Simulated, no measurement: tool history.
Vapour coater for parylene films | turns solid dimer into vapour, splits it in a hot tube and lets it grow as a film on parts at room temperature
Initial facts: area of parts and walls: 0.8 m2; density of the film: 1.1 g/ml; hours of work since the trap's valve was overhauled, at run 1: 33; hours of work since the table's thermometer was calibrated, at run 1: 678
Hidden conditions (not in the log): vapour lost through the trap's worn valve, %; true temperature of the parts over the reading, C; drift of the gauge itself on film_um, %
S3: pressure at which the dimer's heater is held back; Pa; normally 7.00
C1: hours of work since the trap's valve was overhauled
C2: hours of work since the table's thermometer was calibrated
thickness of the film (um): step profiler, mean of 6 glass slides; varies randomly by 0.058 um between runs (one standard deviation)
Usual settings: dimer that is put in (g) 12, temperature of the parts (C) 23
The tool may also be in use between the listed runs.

run 1 hour=0.0 | dimer_that_is_put_in_(g)=12 temperature_of_the_parts_(C)=23 S3=7.00 | C1=33 C2=678 | thickness_of_the_film_(um)=7.47
run 2 hour=27.5 | dimer_that_is_put_in_(g)=12 temperature_of_the_parts_(C)=23 S3=7.00 | C1=57 C2=702 | thickness_of_the_film_(um)=7.44
run 3 hour=45.5 | dimer_that_is_put_in_(g)=12 temperature_of_the_parts_(C)=23 S3=7.00 | C1=73 C2=718 | thickness_of_the_film_(um)=7.47
run 4 hour=67.7 | dimer_that_is_put_in_(g)=12 temperature_of_the_parts_(C)=23 S3=7.00 | C1=92 C2=738 | thickness_of_the_film_(um)=7.41
run 5 hour=91.8 | dimer_that_is_put_in_(g)=12 temperature_of_the_parts_(C)=23 S3=9.83 | C1=114 C2=759 | thickness_of_the_film_(um)=7.01
run 6 hour=119.1 | dimer_that_is_put_in_(g)=12 temperature_of_the_parts_(C)=23 S3=9.83 | C1=138 C2=783 | thickness_of_the_film_(um)=6.98
run 7 hour=132.0 | dimer_that_is_put_in_(g)=12 temperature_of_the_parts_(C)=23 S3=9.83 | C1=149 C2=794 | thickness_of_the_film_(um)=7.01
run 8 hour=154.5 | dimer_that_is_put_in_(g)=12 temperature_of_the_parts_(C)=23 S3=7.00 | C1=169 C2=814 | thickness_of_the_film_(um)=7.35
run 9 hour=175.1 | dimer_that_is_put_in_(g)=15 temperature_of_the_parts_(C)=23 S3=7.00 | C1=187 C2=832 | thickness_of_the_film_(um)=9.21
run 10 hour=188.7 | dimer_that_is_put_in_(g)=12 temperature_of_the_parts_(C)=23 S3=3.79 | C1=199 C2=844 | thickness_of_the_film_(um)=7.93
run 11 hour=209.6 | dimer_that_is_put_in_(g)=12 temperature_of_the_parts_(C)=23 S3=2.19 | C1=218 C2=863 | thickness_of_the_film_(um)=8.62
-- hour=216.0 trap's valve overhauled
run 12 hour=232.0 | dimer_that_is_put_in_(g)=12 temperature_of_the_parts_(C)=26 S3=7.00 | C1=14 C2=879 | thickness_of_the_film_(um)=6.51
run 13 hour=259.3 | dimer_that_is_put_in_(g)=12 temperature_of_the_parts_(C)=26 S3=7.00 | C1=38 C2=903 | thickness_of_the_film_(um)=6.54
run 14 hour=285.7 | dimer_that_is_put_in_(g)=12 temperature_of_the_parts_(C)=26 S3=7.00 | C1=62 C2=926 | thickness_of_the_film_(um)=6.50
-- hour=307.6 trap's valve overhauled, once more
run 15 hour=316.7 | dimer_that_is_put_in_(g)=12 temperature_of_the_parts_(C)=26 S3=7.00 | C1=8 C2=950 | thickness_of_the_film_(um)=6.67
run 16 hour=342.3 | dimer_that_is_put_in_(g)=8 temperature_of_the_parts_(C)=26 S3=2.09 | C1=31 C2=973 | thickness_of_the_film_(um)=5.27
run 17 hour=357.7 | dimer_that_is_put_in_(g)=8 temperature_of_the_parts_(C)=26 S3=6.22 | C1=44 C2=986 | thickness_of_the_film_(um)=4.46
run 18 hour=378.8 | dimer_that_is_put_in_(g)=8 temperature_of_the_parts_(C)=26 S3=6.22 | C1=63 C2=1005 | thickness_of_the_film_(um)=4.41
run 19 hour=395.8 | dimer_that_is_put_in_(g)=19 temperature_of_the_parts_(C)=21 S3=7.49 | C1=78 C2=1020 | thickness_of_the_film_(um)=12.40
run 20 hour=411.8 | dimer_that_is_put_in_(g)=19 temperature_of_the_parts_(C)=21 S3=7.49 | C1=92 C2=1034 | thickness_of_the_film_(um)=12.28
run 21 hour=430.7 | dimer_that_is_put_in_(g)=10 temperature_of_the_parts_(C)=33 S3=3.25 | C1=109 C2=1051 | thickness_of_the_film_(um)=4.83
run 22 hour=456.2 | dimer_that_is_put_in_(g)=12 temperature_of_the_parts_(C)=33 S3=11.45 | C1=131 C2=1073 | thickness_of_the_film_(um)=4.86

The next listed run, before its measurement:
run 23 hour=482.7 | dimer_that_is_put_in_(g)=18 temperature_of_the_parts_(C)=15 S3=8.01 | C1=154 C2=1097 | thickness_of_the_film_(um)=?

Run 23 measured thickness of the film (um) 14.18.
With the hidden condition absent and the run-to-run variation left alone, this run would have shown thickness of the film (um) 14.85.
